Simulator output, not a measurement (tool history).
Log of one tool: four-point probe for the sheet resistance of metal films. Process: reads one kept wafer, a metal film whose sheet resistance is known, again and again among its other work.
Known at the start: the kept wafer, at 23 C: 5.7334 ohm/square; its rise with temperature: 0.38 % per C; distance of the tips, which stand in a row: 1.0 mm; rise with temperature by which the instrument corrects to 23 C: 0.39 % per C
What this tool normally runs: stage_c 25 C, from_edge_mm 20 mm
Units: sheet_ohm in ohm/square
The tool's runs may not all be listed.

run 1 hour=0.0 | stage_c=25 from_edge_mm=20 | sheet_ohm=5.740851
run 2 hour=10.2 | stage_c=25 from_edge_mm=20 | sheet_ohm=5.741985
run 3 hour=26.6 | stage_c=25 from_edge_mm=20 | sheet_ohm=5.740051
run 4 hour=46.4 | stage_c=25 from_edge_mm=20 | sheet_ohm=5.739440
run 5 hour=66.3 | stage_c=25 from_edge_mm=20 | sheet_ohm=5.741012
run 6 hour=76.4 | stage_c=25 from_edge_mm=20 | sheet_ohm=5.740217
run 7 hour=95.9 | stage_c=25 from_edge_mm=20 | sheet_ohm=5.738905
run 8 hour=112.2 | stage_c=25 from_edge_mm=6 | sheet_ohm=5.815284
run 9 hour=128.9 | stage_c=25 from_edge_mm=6 | sheet_ohm=5.814784
run 10 hour=147.4 | stage_c=31 from_edge_mm=14 | sheet_ohm=5.741693
run 11 hour=164.4 | stage_c=24 from_edge_mm=4 | sheet_ohm=5.915976
run 12 hour=178.3 | stage_c=27 from_edge_mm=70 | sheet_ohm=5.735205
run 13 hour=186.6 | stage_c=27 from_edge_mm=70 | sheet_ohm=5.734599

Taken out of this log: 2 entries between the listed runs. Where each belongs, and how the hidden state differs across it:
From run 6 to run 7: stage's thermometer calibrated (hour 78.1)
  inner tips' distance over the nominal, %: 0.083 -> 0.081; wafer's true temperature over the reading, C: -0.21 -> -0.33
  difference, measured minus the result without the unlogged condition, sheet_ohm: +0.000641 -> -0.002090 ohm/square
From run 11 to run 12: stage's thermometer calibrated, once more (hour 168.5)
  inner tips' distance over the nominal, %: 0.073 -> 0.072; wafer's true temperature over the reading, C: -0.33 -> 0
  difference, measured minus the result without the unlogged condition, sheet_ohm: -0.002845 -> +0.004348 ohm/square

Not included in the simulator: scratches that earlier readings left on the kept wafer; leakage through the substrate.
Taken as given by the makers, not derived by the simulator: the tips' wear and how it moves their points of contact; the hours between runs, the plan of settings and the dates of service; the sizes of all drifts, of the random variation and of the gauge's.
